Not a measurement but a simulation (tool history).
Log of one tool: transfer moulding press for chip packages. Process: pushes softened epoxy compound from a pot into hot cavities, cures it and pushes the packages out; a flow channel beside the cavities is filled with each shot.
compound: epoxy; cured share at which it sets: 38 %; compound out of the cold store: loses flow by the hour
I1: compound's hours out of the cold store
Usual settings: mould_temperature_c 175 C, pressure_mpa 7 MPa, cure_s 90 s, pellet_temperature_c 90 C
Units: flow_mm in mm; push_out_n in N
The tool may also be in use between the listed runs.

{"run": 1, "hour": 0.0, "mould_temperature_c": 175, "pressure_mpa": 7, "cure_s": 90, "pellet_temperature_c": 90, "I1": 33.4, "flow_mm": 517, "push_out_n": 502}
{"run": 2, "hour": 13.0, "mould_temperature_c": 175, "pressure_mpa": 7, "cure_s": 90, "pellet_temperature_c": 90, "I1": 43.3, "flow_mm": 504, "push_out_n": 554}
{"hour": 16.2, "done": "cavities cleaned with cleaning compound and waxed"}
{"run": 3, "hour": 33.5, "mould_temperature_c": 175, "pressure_mpa": 7, "cure_s": 123, "pellet_temperature_c": 90, "I1": 10.5, "flow_mm": 549, "push_out_n": 604}
{"run": 4, "hour": 50.5, "mould_temperature_c": 175, "pressure_mpa": 7, "cure_s": 123, "pellet_temperature_c": 90, "I1": 27.5, "flow_mm": 511, "push_out_n": 591}
{"run": 5, "hour": 64.2, "mould_temperature_c": 175, "pressure_mpa": 7, "cure_s": 123, "pellet_temperature_c": 90, "I1": 21, "flow_mm": 533, "push_out_n": 598}
{"run": 6, "hour": 74.3, "mould_temperature_c": 175, "pressure_mpa": 7, "cure_s": 123, "pellet_temperature_c": 90, "I1": 14.7, "flow_mm": 544, "push_out_n": 554}
{"hour": 79.0, "done": "cavities cleaned with cleaning compound and waxed"}
{"hour": 91.9, "done": "cavities cleaned with cleaning compound and waxed, once more"}
{"run": 7, "hour": 92.5, "mould_temperature_c": 175, "pressure_mpa": 7, "cure_s": 123, "pellet_temperature_c": 90, "I1": 24.5, "flow_mm": 525, "push_out_n": 257}
{"run": 8, "hour": 111.0, "mould_temperature_c": 171, "pressure_mpa": 8.55, "cure_s": 90, "pellet_temperature_c": 90, "I1": 22.6, "flow_mm": 580, "push_out_n": 512}
{"run": 9, "hour": 125.0, "mould_temperature_c": 171, "pressure_mpa": 8.55, "cure_s": 90, "pellet_temperature_c": 90, "I1": 16.5, "flow_mm": 597, "push_out_n": 610}
{"run": 10, "hour": 142.0, "mould_temperature_c": 182, "pressure_mpa": 6.04, "cure_s": 118, "pellet_temperature_c": 91, "I1": 41.2, "flow_mm": 440, "push_out_n": 464}
{"hour": 154.3, "done": "cavities cleaned with cleaning compound and waxed"}
{"run": 11, "hour": 164.3, "mould_temperature_c": 174, "pressure_mpa": 6.04, "cure_s": 118, "pellet_temperature_c": 96, "I1": 21.9, "flow_mm": 479, "push_out_n": 316}

4 ways to go on from here, each from the tool as it stands after run 11. What would each give?
{"run": "A", "hour": 183.8, "mould_temperature_c": 174, "pressure_mpa": 6.04, "cure_s": 87, "pellet_temperature_c": 96, "I1": 46.8, "flow_mm": "?", "push_out_n": "?"}
{"run": "B", "hour": 183.8, "mould_temperature_c": 175, "pressure_mpa": 7, "cure_s": 90, "pellet_temperature_c": 93, "I1": 15.3, "flow_mm": "?", "push_out_n": "?"}
{"run": "C", "hour": 183.8, "mould_temperature_c": 179, "pressure_mpa": 6.98, "cure_s": 76, "pellet_temperature_c": 96, "I1": 10.8, "flow_mm": "?", "push_out_n": "?"}
{"run": "D", "hour": 183.8, "mould_temperature_c": 170, "pressure_mpa": 6.74, "cure_s": 119, "pellet_temperature_c": 96, "I1": 24.1, "flow_mm": "?", "push_out_n": "?"}

run=A flow_mm=449 push_out_n=499
run=B flow_mm=527 push_out_n=482
run=C flow_mm=518 push_out_n=475
run=D flow_mm=515 push_out_n=416
Without the tool's hidden state the same runs would have given:
run=A flow_mm=496 push_out_n=300
run=B flow_mm=582 push_out_n=291
run=C flow_mm=573 push_out_n=282
run=D flow_mm=568 push_out_n=253
